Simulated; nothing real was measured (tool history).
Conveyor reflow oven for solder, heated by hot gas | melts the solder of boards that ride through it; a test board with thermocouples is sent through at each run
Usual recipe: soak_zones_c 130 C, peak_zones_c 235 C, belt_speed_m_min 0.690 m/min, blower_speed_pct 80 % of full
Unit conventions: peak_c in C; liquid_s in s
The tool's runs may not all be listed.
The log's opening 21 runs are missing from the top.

| run | day | soak_zones_c | peak_zones_c | belt_speed_m_min | blower_speed_pct | hours of work since the flux was cleaned out | hours of work since the belt drive was overhauled | hours of work since the thermocouples were changed | peak_c | liquid_s |
|---|---|---|---|---|---|---|---|---|---|---|
| 22 | 14.150 | 119 | 246 | 0.581 | 73 | 84 | 443 | 459 | 223.7 | 45.8 |
| 23 | 14.512 | 119 | 246 | 0.581 | 73 | 89 | 448 | 464 | 223.5 | 45.7 |
| 24 | 15.071 | 139 | 249 | 0.575 | 74 | 97 | 456 | 472 | 230.4 | 54.2 |
| 25 | 15.775 | 125 | 232 | 0.621 | 82 | 107 | 466 | 482 | 211.4 | 37.1 |
| 26 | 16.275 | 145 | 235 | 0.589 | 80 | 114 | 473 | 489 | 219.1 | 49.6 |
| 27 | 16.696 | 137 | 235 | 0.642 | 80 | 120 | 479 | 495 | 215.2 | 40.5 |
| 28 | 17.354 | 137 | 235 | 0.642 | 80 | 129 | 488 | 504 | 215.2 | 40.7 |
| 29 | 17.833 | 137 | 247 | 0.590 | 60 | 136 | 495 | 511 | 223.5 | 49.0 |
| 30 | 18.596 | 121 | 247 | 0.725 | 88 | 147 | 506 | 522 | 218.1 | 33.7 |

5 options for the next run, each taken on its own from the tool as it stands now. Forecast them:
| A | 19.342 | 121 | 228 | 0.725 | 88 | 157 | 516 | 532 | ? | ? |
| B | 19.342 | 119 | 247 | 0.725 | 88 | 157 | 516 | 532 | ? | ? |
| C | 19.342 | 139 | 247 | 0.725 | 63 | 157 | 516 | 532 | ? | ? |
| D | 19.342 | 135 | 235 | 0.556 | 59 | 157 | 516 | 532 | ? | ? |
| E | 19.342 | 130 | 228 | 0.690 | 80 | 157 | 516 | 532 | ? | ? |

| run | peak_c | liquid_s |
|---|---|---|
| A | 202.3 | 24.0 |
| B | 217.7 | 32.9 |
| C | 215.8 | 35.5 |
| D | 214.4 | 45.7 |
| E | 204.8 | 28.9 |
With no hidden state in the tool, these same runs would have given:
| run | peak_c | liquid_s |
|---|---|---|
| A | 205.6 | 26.6 |
| B | 221.5 | 34.7 |
| C | 219.0 | 37.1 |
| D | 217.2 | 47.5 |
| E | 207.9 | 31.4 |
